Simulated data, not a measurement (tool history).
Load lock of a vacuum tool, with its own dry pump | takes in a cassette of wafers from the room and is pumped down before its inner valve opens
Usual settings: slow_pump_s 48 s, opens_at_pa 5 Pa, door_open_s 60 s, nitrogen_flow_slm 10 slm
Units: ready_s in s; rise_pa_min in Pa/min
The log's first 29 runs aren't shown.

run,day,slow_pump_s,opens_at_pa,door_open_s,nitrogen_flow_slm,hours that the pump has run since its overhaul,times that the door has closed on its seal,"incoming humidity of the room's air, %",ready_s,rise_pa_min
30,138.6,36,6,104,6,4895,1517,43.5,68.1,0.135
31,142.008,48,9,61,10,4976,1800,47,75.6,0.092
32,145.362,48,9,61,10,5057,2080,45.8,75.1,0.098
33,150.321,48,8,61,10,5176,2494,43.8,75.3,0.093
34,155.667,67,5,141,22,5304,2939,40.9,93.2,0.125
35,159.862,67,5,141,22,5405,3289,43.8,92.7,0.133
36,163.888,67,5,141,22,5502,3624,48,92.5,0.146
37,167.375,67,5,141,22,5585,3915,44.7,93.1,0.135
38,170.892,48,5,240,10,5670,4208,41.4,77.2,0.226

Forecast each of these 3 alternatives for the next run:
A,175.738,28,5,60,10,5786,4612,44,?,?
B,175.738,48,5,240,17,5786,4612,40.2,?,?
C,175.738,48,5,60,8,5786,4612,46.6,?,?

run,ready_s,rise_pa_min
A,61.6,0.11
B,76.9,0.198
C,77.2,0.123
Without the tool's hidden state the same runs would have given:
run,ready_s,rise_pa_min
A,59.5,0.075
B,75,0.162
C,75.4,0.088

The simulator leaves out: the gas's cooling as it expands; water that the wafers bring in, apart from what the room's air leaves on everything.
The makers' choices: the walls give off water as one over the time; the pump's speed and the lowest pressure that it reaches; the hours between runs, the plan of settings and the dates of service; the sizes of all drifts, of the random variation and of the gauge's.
